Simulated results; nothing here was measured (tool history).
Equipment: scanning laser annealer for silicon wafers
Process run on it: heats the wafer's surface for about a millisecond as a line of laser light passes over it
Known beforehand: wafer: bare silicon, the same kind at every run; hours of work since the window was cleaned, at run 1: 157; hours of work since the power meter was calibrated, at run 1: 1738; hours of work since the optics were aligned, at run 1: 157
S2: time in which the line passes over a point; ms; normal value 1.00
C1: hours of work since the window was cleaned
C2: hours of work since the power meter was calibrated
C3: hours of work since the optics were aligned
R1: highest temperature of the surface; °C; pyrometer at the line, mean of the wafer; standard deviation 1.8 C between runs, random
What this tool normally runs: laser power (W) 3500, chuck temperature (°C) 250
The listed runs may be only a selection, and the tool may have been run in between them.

{"run": 1, "hour": 0.0, "laser power (W)": 3500, "S2": 1.0, "chuck temperature (°C)": 250, "C1": 157, "C2": 1738, "C3": 157, "R1": 1015}
{"run": 2, "hour": 45.6, "laser power (W)": 3500, "S2": 1.0, "chuck temperature (°C)": 250, "C1": 190, "C2": 1771, "C3": 190, "R1": 1013}
{"run": 3, "hour": 96.2, "laser power (W)": 3500, "S2": 1.0, "chuck temperature (°C)": 250, "C1": 226, "C2": 1807, "C3": 226, "R1": 1012}
{"run": 4, "hour": 146.6, "laser power (W)": 3500, "S2": 1.0, "chuck temperature (°C)": 250, "C1": 262, "C2": 1843, "C3": 262, "R1": 1011}
{"run": 5, "hour": 194.3, "laser power (W)": 3138, "S2": 1.0, "chuck temperature (°C)": 250, "C1": 297, "C2": 1877, "C3": 297, "R1": 929}
{"run": 6, "hour": 237.2, "laser power (W)": 3138, "S2": 1.0, "chuck temperature (°C)": 250, "C1": 327, "C2": 1908, "C3": 327, "R1": 930}
{"run": 7, "hour": 270.3, "laser power (W)": 3500, "S2": 1.0, "chuck temperature (°C)": 250, "C1": 351, "C2": 1932, "C3": 351, "R1": 1009}
{"run": 8, "hour": 297.3, "laser power (W)": 3500, "S2": 0.95, "chuck temperature (°C)": 250, "C1": 370, "C2": 1951, "C3": 370, "R1": 990}
{"run": 9, "hour": 348.8, "laser power (W)": 3500, "S2": 0.95, "chuck temperature (°C)": 250, "C1": 407, "C2": 1988, "C3": 407, "R1": 989}
{"run": 10, "hour": 373.7, "laser power (W)": 3500, "S2": 1.0, "chuck temperature (°C)": 250, "C1": 425, "C2": 2006, "C3": 425, "R1": 1005}
{"run": 11, "hour": 424.9, "laser power (W)": 3500, "S2": 1.0, "chuck temperature (°C)": 250, "C1": 462, "C2": 2042, "C3": 462, "R1": 1004}
{"run": 12, "hour": 460.2, "laser power (W)": 3500, "S2": 0.73, "chuck temperature (°C)": 250, "C1": 487, "C2": 2068, "C3": 487, "R1": 909}
{"run": 13, "hour": 486.4, "laser power (W)": 3500, "S2": 0.73, "chuck temperature (°C)": 250, "C1": 506, "C2": 2087, "C3": 506, "R1": 910}
{"run": 14, "hour": 542.8, "laser power (W)": 3500, "S2": 0.76, "chuck temperature (°C)": 250, "C1": 546, "C2": 2127, "C3": 546, "R1": 917}
{"run": 15, "hour": 590.7, "laser power (W)": 3500, "S2": 0.76, "chuck temperature (°C)": 250, "C1": 581, "C2": 2161, "C3": 581, "R1": 917}
{"run": 16, "hour": 633.2, "laser power (W)": 3500, "S2": 0.76, "chuck temperature (°C)": 284, "C1": 611, "C2": 2192, "C3": 611, "R1": 950}
{"run": 17, "hour": 675.5, "laser power (W)": 3500, "S2": 0.76, "chuck temperature (°C)": 284, "C1": 641, "C2": 2222, "C3": 641, "R1": 947}
{"run": 18, "hour": 728.3, "laser power (W)": 3500, "S2": 0.8, "chuck temperature (°C)": 250, "C1": 679, "C2": 2260, "C3": 679, "R1": 924}
{"hour": 775.4, "done": "window over the wafer cleaned"}
{"run": 19, "hour": 776.7, "laser power (W)": 3500, "S2": 0.8, "chuck temperature (°C)": 250, "C1": 1, "C2": 2293, "C3": 712, "R1": 947}
{"run": 20, "hour": 835.3, "laser power (W)": 3500, "S2": 0.8, "chuck temperature (°C)": 250, "C1": 43, "C2": 2335, "C3": 754, "R1": 948}
{"run": 21, "hour": 890.4, "laser power (W)": 3275, "S2": 0.85, "chuck temperature (°C)": 250, "C1": 82, "C2": 2374, "C3": 794, "R1": 920}
{"run": 22, "hour": 928.9, "laser power (W)": 3275, "S2": 0.85, "chuck temperature (°C)": 250, "C1": 110, "C2": 2402, "C3": 821, "R1": 919}
{"run": 23, "hour": 954.8, "laser power (W)": 3275, "S2": 0.85, "chuck temperature (°C)": 250, "C1": 129, "C2": 2421, "C3": 840, "R1": 919}
{"run": 24, "hour": 1015.3, "laser power (W)": 3275, "S2": 0.87, "chuck temperature (°C)": 257, "C1": 172, "C2": 2464, "C3": 883, "R1": 930}
{"run": 25, "hour": 1066.7, "laser power (W)": 3164, "S2": 0.87, "chuck temperature (°C)": 257, "C1": 209, "C2": 2501, "C3": 920, "R1": 907}
{"run": 26, "hour": 1105.2, "laser power (W)": 3164, "S2": 0.87, "chuck temperature (°C)": 257, "C1": 236, "C2": 2528, "C3": 948, "R1": 905}
{"run": 27, "hour": 1143.8, "laser power (W)": 3164, "S2": 0.87, "chuck temperature (°C)": 257, "C1": 264, "C2": 2556, "C3": 975, "R1": 904}
{"run": 28, "hour": 1200.7, "laser power (W)": 3500, "S2": 0.72, "chuck temperature (°C)": 240, "C1": 305, "C2": 2597, "C3": 1016, "R1": 896}
{"hour": 1235.1, "done": "optics aligned, line set to its width"}
{"run": 29, "hour": 1251.1, "laser power (W)": 3500, "S2": 0.72, "chuck temperature (°C)": 240, "C1": 337, "C2": 2629, "C3": 11, "R1": 909}
{"run": 30, "hour": 1280.2, "laser power (W)": 3553, "S2": 1.0, "chuck temperature (°C)": 250, "C1": 358, "C2": 2650, "C3": 32, "R1": 1030}
{"run": 31, "hour": 1309.2, "laser power (W)": 3246, "S2": 1.14, "chuck temperature (°C)": 266, "C1": 379, "C2": 2671, "C3": 53, "R1": 1017}
{"run": 32, "hour": 1333.7, "laser power (W)": 3246, "S2": 1.14, "chuck temperature (°C)": 266, "C1": 396, "C2": 2688, "C3": 71, "R1": 1021}
{"run": 33, "hour": 1374.7, "laser power (W)": 3760, "S2": 1.0, "chuck temperature (°C)": 286, "C1": 426, "C2": 2718, "C3": 100, "R1": 1108}
{"run": 34, "hour": 1409.9, "laser power (W)": 3760, "S2": 1.0, "chuck temperature (°C)": 286, "C1": 451, "C2": 2743, "C3": 125, "R1": 1102}
{"run": 35, "hour": 1462.6, "laser power (W)": 3437, "S2": 1.15, "chuck temperature (°C)": 239, "C1": 489, "C2": 2781, "C3": 163, "R1": 1036}
{"run": 36, "hour": 1494.0, "laser power (W)": 3594, "S2": 1.0, "chuck temperature (°C)": 260, "C1": 511, "C2": 2803, "C3": 185, "R1": 1040}
{"run": 37, "hour": 1538.6, "laser power (W)": 3740, "S2": 0.79, "chuck temperature (°C)": 238, "C1": 543, "C2": 2835, "C3": 217, "R1": 972}
{"run": 38, "hour": 1571.2, "laser power (W)": 3657, "S2": 0.95, "chuck temperature (°C)": 250, "C1": 566, "C2": 2859, "C3": 241, "R1": 1024}
{"run": 39, "hour": 1609.5, "laser power (W)": 3197, "S2": 0.78, "chuck temperature (°C)": 250, "C1": 594, "C2": 2886, "C3": 268, "R1": 872}
{"run": 40, "hour": 1635.9, "laser power (W)": 3556, "S2": 1.12, "chuck temperature (°C)": 272, "C1": 613, "C2": 2905, "C3": 287, "R1": 1079}

How the hidden state differs across the entries between the runs, from the last listed run before each to the first after it:
From run 18 to run 19: window over the wafer cleaned (hour 775.4)
  light that passes the window, % of a clean one's: 96.79 -> 99.86; laser's true power over the reading, %: 1.37 -> 1.39; width of the line over the set one, %: 2.05 -> 2.14
  the result without the hidden state subtracted from the measured one, R1: -20 -> +0 °C
From run 28 to run 29: optics aligned, line set to its width (hour 1235.1)
  light that passes the window, % of a clean one's: 98.57 -> 98.43; laser's true power over the reading, %: 1.59 -> 1.61; width of the line over the set one, %: 2.88 -> 0.07
  the result without the hidden state subtracted from the measured one, R1: -9 -> +0 °C
